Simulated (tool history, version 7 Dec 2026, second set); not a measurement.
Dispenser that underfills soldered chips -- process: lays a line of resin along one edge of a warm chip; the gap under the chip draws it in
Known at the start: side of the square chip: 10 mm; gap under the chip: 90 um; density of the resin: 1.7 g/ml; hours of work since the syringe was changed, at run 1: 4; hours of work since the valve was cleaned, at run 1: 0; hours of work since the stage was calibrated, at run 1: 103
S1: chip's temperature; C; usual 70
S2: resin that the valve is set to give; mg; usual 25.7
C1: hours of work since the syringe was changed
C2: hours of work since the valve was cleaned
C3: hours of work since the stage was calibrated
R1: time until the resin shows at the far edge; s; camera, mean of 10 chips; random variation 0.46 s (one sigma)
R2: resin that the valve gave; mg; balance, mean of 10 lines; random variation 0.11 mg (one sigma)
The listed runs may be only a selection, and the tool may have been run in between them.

| run | hour | S1 | S2 | C1 | C2 | C3 | R1 | R2 |
|---|---|---|---|---|---|---|---|---|
| 1 | 0.0 | 70 | 25.7 | 4 | 0 | 103 | 42.4 | 25.62 |
|  | 5.6 | new syringe of resin |
| 2 | 8.0 | 70 | 25.7 | 2 | 6 | 109 | 38.1 | 25.63 |
|  | 16.1 | new syringe of resin |
| 3 | 19.2 | 70 | 25.7 | 2 | 14 | 117 | 38.3 | 25.21 |
|  | 27.4 | new syringe of resin |
| 4 | 28.3 | 67 | 25.7 | 1 | 21 | 124 | 41.5 | 25.31 |
|  | 38.7 | new syringe of resin |
| 5 | 41.5 | 67 | 25.7 | 2 | 31 | 134 | 43.5 | 25.04 |
|  | 49.6 | new syringe of resin |
| 6 | 49.6 | 70 | 25.7 | 0 | 37 | 140 | 33.5 | 24.83 |
|  | 60.3 | new syringe of resin |
| 7 | 60.6 | 70 | 25.7 | 0 | 46 | 149 | 34.2 | 24.94 |
|  | 66.3 | dispensing valve cleaned and set on the balance |
|  | 71.9 | new syringe of resin |
| 8 | 72.7 | 70 | 32.8 | 1 | 5 | 157 | 35.1 | 32.74 |
| 9 | 81.3 | 70 | 32.8 | 7 | 11 | 164 | 47.8 | 32.86 |
|  | 82.3 | new syringe of resin |
| 10 | 89.1 | 62 | 25.7 | 5 | 17 | 170 | 63.7 | 25.47 |
|  | 93.3 | new syringe of resin |
| 11 | 96.7 | 55 | 24.9 | 3 | 23 | 175 | 77.7 | 24.52 |
|  | 103.9 | new syringe of resin |
| 12 | 105.5 | 60 | 22.9 | 1 | 30 | 182 | 58.7 | 22.33 |

Forecast each of these 3 alternatives for the next run:
| A | 111.3 | 84 | 25.8 | 6 | 34 | 186 | ? | ? |
| B | 111.3 | 64 | 26.4 | 6 | 34 | 186 | ? | ? |
| C | 111.3 | 56 | 22.8 | 6 | 34 | 186 | ? | ? |

| run | R1 | R2 |
|---|---|---|
| A | 24.9 | 25.25 |
| B | 59.1 | 25.80 |
| C | 87.0 | 22.21 |
With no hidden state in the tool, these same runs would have given:
| run | R1 | R2 |
|---|---|---|
| A | 19.7 | 25.91 |
| B | 46.9 | 26.47 |
| C | 69.1 | 22.79 |
